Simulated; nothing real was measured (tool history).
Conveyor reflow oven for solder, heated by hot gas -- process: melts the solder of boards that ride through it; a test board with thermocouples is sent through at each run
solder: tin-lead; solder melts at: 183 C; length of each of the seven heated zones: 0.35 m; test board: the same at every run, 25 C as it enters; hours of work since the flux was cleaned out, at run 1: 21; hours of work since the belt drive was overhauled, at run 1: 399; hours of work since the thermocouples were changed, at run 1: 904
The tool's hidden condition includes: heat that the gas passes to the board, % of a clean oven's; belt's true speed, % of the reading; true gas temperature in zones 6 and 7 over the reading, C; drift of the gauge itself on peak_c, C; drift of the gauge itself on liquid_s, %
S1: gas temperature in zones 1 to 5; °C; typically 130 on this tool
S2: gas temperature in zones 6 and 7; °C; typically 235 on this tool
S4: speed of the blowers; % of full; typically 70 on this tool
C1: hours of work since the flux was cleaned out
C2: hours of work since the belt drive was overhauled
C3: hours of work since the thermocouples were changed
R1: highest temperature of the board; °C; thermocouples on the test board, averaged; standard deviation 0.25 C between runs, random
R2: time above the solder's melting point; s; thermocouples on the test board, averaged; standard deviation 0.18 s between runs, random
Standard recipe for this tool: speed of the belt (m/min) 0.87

run 1 day=0 | S1=130 S2=235 speed_of_the_belt_(m/min)=0.87 S4=70 | C1=21 C2=399 C3=904 | R1=215.1 R2=32.9
run 2 day=0.729 | S1=130 S2=235 speed_of_the_belt_(m/min)=0.87 S4=70 | C1=32 C2=410 C3=915 | R1=214.9 R2=33
run 3 day=1.967 | S1=130 S2=235 speed_of_the_belt_(m/min)=0.87 S4=70 | C1=51 C2=429 C3=933 | R1=214.2 R2=32.9
run 4 day=3.167 | S1=130 S2=235 speed_of_the_belt_(m/min)=0.87 S4=70 | C1=69 C2=447 C3=951 | R1=214.4 R2=32.4
run 5 day=4.562 | S1=130 S2=235 speed_of_the_belt_(m/min)=0.87 S4=70 | C1=90 C2=468 C3=972 | R1=214 R2=32.3
run 6 day=5.804 | S1=130 S2=227 speed_of_the_belt_(m/min)=0.87 S4=70 | C1=109 C2=487 C3=991 | R1=206.9 R2=28.8
-- day=7.004 thermocouples of zones 6 and 7 changed
run 7 day=7.125 | S1=130 S2=235 speed_of_the_belt_(m/min)=0.914 S4=70 | C1=127 C2=506 C3=2 | R1=210.6 R2=29.2
run 8 day=8.438 | S1=130 S2=235 speed_of_the_belt_(m/min)=0.87 S4=70 | C1=147 C2=525 C3=22 | R1=213.2 R2=31.6
run 9 day=9.133 | S1=144 S2=230 speed_of_the_belt_(m/min)=1.038 S4=56 | C1=158 C2=536 C3=32 | R1=200.7 R2=20.6
run 10 day=10.338 | S1=144 S2=230 speed_of_the_belt_(m/min)=1.038 S4=56 | C1=176 C2=554 C3=50 | R1=200.9 R2=20.3
run 11 day=11.258 | S1=144 S2=230 speed_of_the_belt_(m/min)=1.038 S4=56 | C1=190 C2=568 C3=64 | R1=200.4 R2=20.3
-- day=11.612 flux residue cleaned out of gas plates and filters
run 12 day=13.021 | S1=144 S2=230 speed_of_the_belt_(m/min)=1.038 S4=56 | C1=21 C2=591 C3=88 | R1=199.7 R2=19
run 13 day=13.821 | S1=130 S2=235 speed_of_the_belt_(m/min)=0.87 S4=61 | C1=33 C2=603 C3=100 | R1=208.5 R2=28.5
run 14 day=15.254 | S1=130 S2=235 speed_of_the_belt_(m/min)=0.86 S4=70 | C1=55 C2=625 C3=121 | R1=210.4 R2=30.7
run 15 day=16.267 | S1=130 S2=235 speed_of_the_belt_(m/min)=0.86 S4=70 | C1=70 C2=640 C3=136 | R1=211.2 R2=31.1

Branching from run 15: 3 alternative next runs. What would each branch give?
run A day=17.175 | S1=140 S2=235 speed_of_the_belt_(m/min)=0.87 S4=77 | C1=84 C2=654 C3=150 | R1=? R2=?
run B day=17.175 | S1=136 S2=243 speed_of_the_belt_(m/min)=0.912 S4=70 | C1=84 C2=654 C3=150 | R1=? R2=?
run C day=17.175 | S1=130 S2=235 speed_of_the_belt_(m/min)=0.86 S4=64 | C1=84 C2=654 C3=150 | R1=? R2=?

run=A R1=214.6 R2=35.2
run=B R1=216.7 R2=33
run=C R1=208.7 R2=29.1
Stripped of hidden state, with their random variation kept, the same runs would have yielded:
run=A R1=218.1 R2=37.1
run=B R1=220.6 R2=34.9
run=C R1=212.3 R2=31.5
